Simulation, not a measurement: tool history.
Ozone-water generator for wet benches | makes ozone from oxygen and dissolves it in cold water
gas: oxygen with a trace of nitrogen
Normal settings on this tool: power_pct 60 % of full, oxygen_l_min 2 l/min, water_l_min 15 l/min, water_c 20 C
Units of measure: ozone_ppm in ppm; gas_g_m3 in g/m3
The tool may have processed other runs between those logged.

run,day,power_pct,oxygen_l_min,water_l_min,water_c,ozone_ppm,gas_g_m3
1,0,60,2,15,20,12.7,183.3
2,1.667,60,2,15,20,13,184.5
3,4.538,60,2,15,20,12.7,181.4
4,7.354,60,2,15,17,13.4,183.7
5,9.4,60,2,15,17,13.3,182.5
6,11.983,60,2,15,17,13.3,183.1
7,15.271,60,2,15,17,13.4,182
8,16.75,60,1.5,15,20,12,210.2
9,18.846,60,2.87,15,20,13.3,149.7
10,20.283,60,2.87,9,20,19.6,150.3
11,23.308,60,2.87,9,20,19.6,147
# day 23.583: water thermometer calibrated
12,26.708,60,2.87,9,20,19.6,149.9
13,30.129,60,1.41,9,20,18.9,212.9
14,33.521,60,1.41,9,20,18.3,213.1
15,35,60,2,15,16,13,177.5
16,36.692,60,2,15,20,12.3,175.9
17,38.317,48,3.52,13,20,12.6,110.9
18,40.671,48,3.52,13,20,12.5,112.3
19,42.417,48,3.52,13,20,12.4,111.5
20,45.512,48,3.52,13,20,12.5,110.6
21,47.979,79,2.93,13,20,17.7,176.1
22,50.758,79,2.93,13,20,17.7,175.9
23,53.858,79,1.2,12,20,17,276.9
24,55.512,60,2.03,13,21,13.9,171
25,58.425,66,2.03,16,21,11.9,182.7
26,60.054,60,2,23,24,7.6,171.6
27,61.867,60,1.92,23,14,7.8,173.7
28,65.296,60,2,18,20,9.7,170.7
29,67.821,41,1.46,15,14,8.7,152
30,70.154,41,1.46,15,14,8.9,151.4

For run 31, what comes out?
31,73.329,68,2,22,20,?,?

{"run 31": {"ozone_ppm": 8.6, "gas_g_m3": 185.4}}
With no hidden state in the tool, this same run would have given ozone_ppm 10.8 ppm, gas_g_m3 227.9 g/m3.

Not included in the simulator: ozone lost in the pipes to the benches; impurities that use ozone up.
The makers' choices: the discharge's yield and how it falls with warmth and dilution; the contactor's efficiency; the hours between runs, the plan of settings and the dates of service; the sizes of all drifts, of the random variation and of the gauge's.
